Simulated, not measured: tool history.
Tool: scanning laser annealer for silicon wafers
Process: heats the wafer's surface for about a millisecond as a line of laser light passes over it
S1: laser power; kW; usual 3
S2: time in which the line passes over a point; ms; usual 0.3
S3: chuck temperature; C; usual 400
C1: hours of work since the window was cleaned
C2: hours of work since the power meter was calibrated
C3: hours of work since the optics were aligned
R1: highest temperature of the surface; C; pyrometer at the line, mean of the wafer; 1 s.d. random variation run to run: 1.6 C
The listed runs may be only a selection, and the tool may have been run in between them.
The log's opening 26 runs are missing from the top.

{"run": 27, "day": 13.058, "S1": 3, "S2": 0.272, "S3": 385, "C1": 270, "C2": 254, "C3": 1017, "R1": 1058}
{"run": 28, "day": 13.483, "S1": 3, "S2": 0.272, "S3": 385, "C1": 275, "C2": 260, "C3": 1023, "R1": 1058}
{"run": 29, "day": 14.025, "S1": 2.879, "S2": 0.233, "S3": 385, "C1": 283, "C2": 267, "C3": 1030, "R1": 985}
{"run": 30, "day": 14.621, "S1": 3.255, "S2": 0.284, "S3": 400, "C1": 291, "C2": 275, "C3": 1038, "R1": 1151}
{"run": 31, "day": 15.325, "S1": 2.653, "S2": 0.3, "S3": 369, "C1": 300, "C2": 285, "C3": 1048, "R1": 976}
{"run": 32, "day": 15.933, "S1": 3, "S2": 0.275, "S3": 400, "C1": 308, "C2": 293, "C3": 1056, "R1": 1076}
{"run": 33, "day": 16.275, "S1": 3, "S2": 0.275, "S3": 367, "C1": 313, "C2": 298, "C3": 1061, "R1": 1045}
{"run": 34, "day": 16.875, "S1": 3, "S2": 0.35, "S3": 378, "C1": 321, "C2": 306, "C3": 1069, "R1": 1131}
{"run": 35, "day": 17.288, "S1": 3.277, "S2": 0.28, "S3": 368, "C1": 327, "C2": 311, "C3": 1074, "R1": 1123}
{"run": 36, "day": 17.958, "S1": 3.277, "S2": 0.328, "S3": 440, "C1": 336, "C2": 321, "C3": 1084, "R1": 1250}

Below are 3 alternative next runs, each starting from the tool's condition after run 36. Predict each:
{"run": "A", "day": 18.542, "S1": 3.074, "S2": 0.377, "S3": 382, "C1": 344, "C2": 328, "C3": 1091, "R1": "?"}
{"run": "B", "day": 18.542, "S1": 2.768, "S2": 0.346, "S3": 407, "C1": 344, "C2": 328, "C3": 1091, "R1": "?"}
{"run": "C", "day": 18.542, "S1": 2.984, "S2": 0.326, "S3": 426, "C1": 344, "C2": 328, "C3": 1091, "R1": "?"}

run=A R1=1180
run=B R1=1086
run=C R1=1150
Take away the tool's hidden state, keep each run's random variation, and the runs would have read:
run=A R1=1181
run=B R1=1087
run=C R1=1151
